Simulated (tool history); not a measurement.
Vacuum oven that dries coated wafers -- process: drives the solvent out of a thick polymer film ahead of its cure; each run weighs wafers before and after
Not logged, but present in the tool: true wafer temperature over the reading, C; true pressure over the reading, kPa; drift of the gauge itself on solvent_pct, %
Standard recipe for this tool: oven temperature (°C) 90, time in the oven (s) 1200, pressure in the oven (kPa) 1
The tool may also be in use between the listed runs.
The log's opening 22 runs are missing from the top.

run   hour  oven temperature (°C)  time in the oven (s)  pressure in the oven (kPa)  hours of work since the thermocouples were calibrated  hours of work since the vacuum gauge was cleaned of residue  solvent left in the film (%)
 23  213.9                    102                  1320                         1.9                                                    288                                                          263                          1.41
 24  222.5                    102                  1320                         1.9                                                    294                                                          269                          1.62
 25  232.8                     85                   720                           1                                                    301                                                          276                          6.31
 26  240.3                     98                   720                         0.7                                                    306                                                          281                          1.97
 27  245.9                     98                   720                         0.7                                                    310                                                          285                          1.93
 28    258                     98                   720                         0.7                                                    318                                                          294                          2.06
 29  265.3                     98                   720                         0.7                                                    323                                                          299                          1.99
 30  278.8                     98                   720                         0.7                                                    333                                                          308                          1.99
 31  285.6                     90                   660                        1.58                                                    337                                                          313                          5.35
 32  294.6                     96                  2100                        2.48                                                    343                                                          319                          2.36
 33  307.1                     90                   660                           1                                                    352                                                          328                          4.98
 34  312.7                     85                  1200                           1                                                    356                                                          332                           3.9
 35  323.7                     87                   720                        0.95                                                    364                                                          339                          5.59
 36  331.8                     90                   960                        1.09                                                    369                                                          345                          3.39

Forecast each of these 3 alternatives for the next run:
  A  339.4                     90                   660                           1                                                    374                                                          350                             ?
  B  339.4                     90                  1200                        1.94                                                    374                                                          350                             ?
  C  339.4                     90                  1740                           1                                                    374                                                          350                             ?

run  solvent left in the film (%)
  A                          5.02
  B                          3.37
  C                          1.62
Without the tool's hidden state the same runs would have given:
run  solvent left in the film (%)
  A                          5.02
  B                          3.37
  C                          1.61

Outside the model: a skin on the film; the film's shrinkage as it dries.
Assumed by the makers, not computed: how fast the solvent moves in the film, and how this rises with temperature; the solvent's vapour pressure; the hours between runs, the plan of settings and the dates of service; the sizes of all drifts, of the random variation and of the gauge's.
